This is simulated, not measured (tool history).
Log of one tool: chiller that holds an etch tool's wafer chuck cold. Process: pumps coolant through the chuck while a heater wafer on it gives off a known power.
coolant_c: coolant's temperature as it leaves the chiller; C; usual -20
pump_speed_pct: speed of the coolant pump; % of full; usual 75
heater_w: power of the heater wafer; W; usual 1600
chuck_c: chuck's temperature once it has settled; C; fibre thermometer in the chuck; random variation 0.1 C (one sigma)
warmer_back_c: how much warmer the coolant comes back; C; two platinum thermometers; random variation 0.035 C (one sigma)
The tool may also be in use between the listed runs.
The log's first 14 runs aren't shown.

Run 15, hour 468.3: usual settings but heater_w 1197 W. Result: chuck_c -2.5 C, warmer_back_c 4.41 C.
Run 16, hour 493: usual settings but heater_w 1197 W. Result: chuck_c -2.4 C, warmer_back_c 4.45 C.
Run 17, hour 535: usual settings but coolant_c -10 C, pump_speed_pct 76 % of full, heater_w 804 W. Result: chuck_c 1.7 C, warmer_back_c 2.91 C.
Run 18, hour 570.4: usual settings but coolant_c -11 C, pump_speed_pct 84 % of full, heater_w 804 W. Result: chuck_c 0.2 C, warmer_back_c 2.62 C.
Run 19, hour 609.8: usual settings but coolant_c -11 C, pump_speed_pct 69 % of full, heater_w 2038 W. Result: chuck_c 20.8 C, warmer_back_c 8.23 C.
Run 20, hour 645: usual settings but heater_w 1040 W. Result: chuck_c -4.8 C, warmer_back_c 3.82 C.
At hour 649.4: chiller's thermometer calibrated.
Run 21, hour 679.6: usual settings but heater_w 1040 W. Result: chuck_c -4.7 C, warmer_back_c 3.92 C.
Run 22, hour 703.5: usual settings but coolant_c -17 C, pump_speed_pct 89 % of full, heater_w 1087 W. Result: chuck_c -2.6 C, warmer_back_c 3.32 C.
Run 23, hour 734.3: usual settings but coolant_c -17 C, pump_speed_pct 89 % of full, heater_w 1087 W. Result: chuck_c -2.6 C, warmer_back_c 3.33 C.
Run 24, hour 762.9: usual settings but coolant_c -15 C, pump_speed_pct 76 % of full, heater_w 1651 W. Result: chuck_c 9.2 C, warmer_back_c 6 C.
Run 25, hour 789.1: usual settings but coolant_c -15 C, pump_speed_pct 76 % of full, heater_w 1651 W. Result: chuck_c 9.3 C, warmer_back_c 6.08 C.
At hour 835.1: chiller's thermometer calibrated, once more.
Run 26, hour 837.2: usual settings but coolant_c -15 C, pump_speed_pct 70 % of full, heater_w 2227 W. Result: chuck_c 20 C, warmer_back_c 8.9 C.
Run 27, hour 872.4: usual settings but coolant_c -15 C, pump_speed_pct 70 % of full, heater_w 2227 W. Result: chuck_c 20.1 C, warmer_back_c 8.84 C.
Run 28, hour 918.2: usual settings but coolant_c -15 C, pump_speed_pct 70 % of full, heater_w 2227 W. Result: chuck_c 20 C, warmer_back_c 8.9 C.
Run 29, hour 946.8: usual settings but coolant_c -15 C, pump_speed_pct 70 % of full, heater_w 2227 W. Result: chuck_c 20 C, warmer_back_c 8.95 C.
Run 30, hour 990.1: usual settings but coolant_c -15 C, pump_speed_pct 70 % of full, heater_w 2227 W. Result: chuck_c 20 C, warmer_back_c 8.88 C.
Run 31, hour 1028.9: usual settings but coolant_c -25 C, pump_speed_pct 70 % of full, heater_w 2364 W. Result: chuck_c 12.4 C, warmer_back_c 9.48 C.

5 ways to go on from here, each from the tool as it stands after run 31. What would each give?
Run A, hour 1077: usual settings but coolant_c -12 C, pump_speed_pct 65 % of full, heater_w 2202 W. Result: chuck_c ?, warmer_back_c ?.
Run B, hour 1077: usual settings but coolant_c -25 C, pump_speed_pct 77 % of full, heater_w 819 W. Result: chuck_c ?, warmer_back_c ?.
Run C, hour 1077: usual settings but coolant_c -17 C, pump_speed_pct 73 % of full, heater_w 2364 W. Result: chuck_c ?, warmer_back_c ?.
Run D, hour 1077: usual settings but coolant_c -25 C, pump_speed_pct 70 % of full, heater_w 1857 W. Result: chuck_c ?, warmer_back_c ?.
Run E, hour 1077: usual settings but pump_speed_pct 63 % of full, heater_w 1363 W. Result: chuck_c ?, warmer_back_c ?.

run  chuck_c  warmer_back_c
  A     24.4           9.65
  B    -12.7           2.89
  C     19.4           9.02
  D      4.3           7.43
  E      3.1           6.13
Without the tool's hidden state the same runs would have given:
run  chuck_c  warmer_back_c
  A     19.3           9.35
  B    -14.4            2.8
  C     14.3           8.73
  D      0.2           7.19
  E     -0.1           5.94
